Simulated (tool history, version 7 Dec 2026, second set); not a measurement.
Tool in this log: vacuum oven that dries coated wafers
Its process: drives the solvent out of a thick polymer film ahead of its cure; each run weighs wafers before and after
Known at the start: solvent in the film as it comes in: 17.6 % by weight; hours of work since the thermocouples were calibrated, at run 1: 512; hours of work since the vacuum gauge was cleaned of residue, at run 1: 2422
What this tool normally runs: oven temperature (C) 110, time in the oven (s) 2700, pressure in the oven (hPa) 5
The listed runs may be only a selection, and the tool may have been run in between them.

| run | hour | oven temperature (C) | time in the oven (s) | pressure in the oven (hPa) | hours of work since the thermocouples were calibrated | hours of work since the vacuum gauge was cleaned of residue | solvent left in the film (%) |
|---|---|---|---|---|---|---|---|
| 1 | 0 | 110 | 2700 | 5 | 512 | 2422 | 2.64 |
| 2 | 91.2 | 105 | 2700 | 5 | 568 | 2479 | 3.62 |
| 3 | 150.2 | 110 | 2700 | 5 | 605 | 2515 | 2.56 |
| 4 | 271 | 110 | 2700 | 5 | 679 | 2590 | 2.64 |
| 5 | 352.6 | 110 | 2700 | 6.81 | 730 | 2640 | 2.81 |
|  | 398.4 | vacuum gauge cleaned of residue and calibrated |
| 6 | 478.4 | 110 | 2700 | 6.81 | 807 | 49 | 2.28 |
| 7 | 567.8 | 110 | 2700 | 6.81 | 862 | 105 | 2.29 |
| 8 | 622.1 | 110 | 2700 | 5 | 896 | 138 | 2.21 |
| 9 | 677.2 | 110 | 2280 | 5 | 930 | 172 | 2.71 |
| 10 | 753.4 | 110 | 2280 | 5 | 977 | 219 | 2.68 |
| 11 | 808.8 | 110 | 2280 | 14.49 | 1011 | 254 | 3.84 |
| 12 | 865.8 | 99 | 2280 | 14.49 | 1046 | 289 | 6.81 |
| 13 | 926.6 | 110 | 2700 | 5 | 1084 | 326 | 2.18 |
| 14 | 985.8 | 111 | 2700 | 5 | 1120 | 363 | 2 |
| 15 | 1044.2 | 101 | 2520 | 19.9 | 1156 | 399 | 6.61 |
| 16 | 1109.8 | 109 | 1620 | 5 | 1197 | 440 | 4.48 |

Run 17 has not been measured yet. What should we expect?
| 17 | 1207.4 | 110 | 2700 | 3.36 | 1257 | 500 | ? |

Run 17 came out at solvent left in the film (%) 2.17.
Had the tool carried no hidden state, the very same run would have given solvent left in the film (%) 1.86.

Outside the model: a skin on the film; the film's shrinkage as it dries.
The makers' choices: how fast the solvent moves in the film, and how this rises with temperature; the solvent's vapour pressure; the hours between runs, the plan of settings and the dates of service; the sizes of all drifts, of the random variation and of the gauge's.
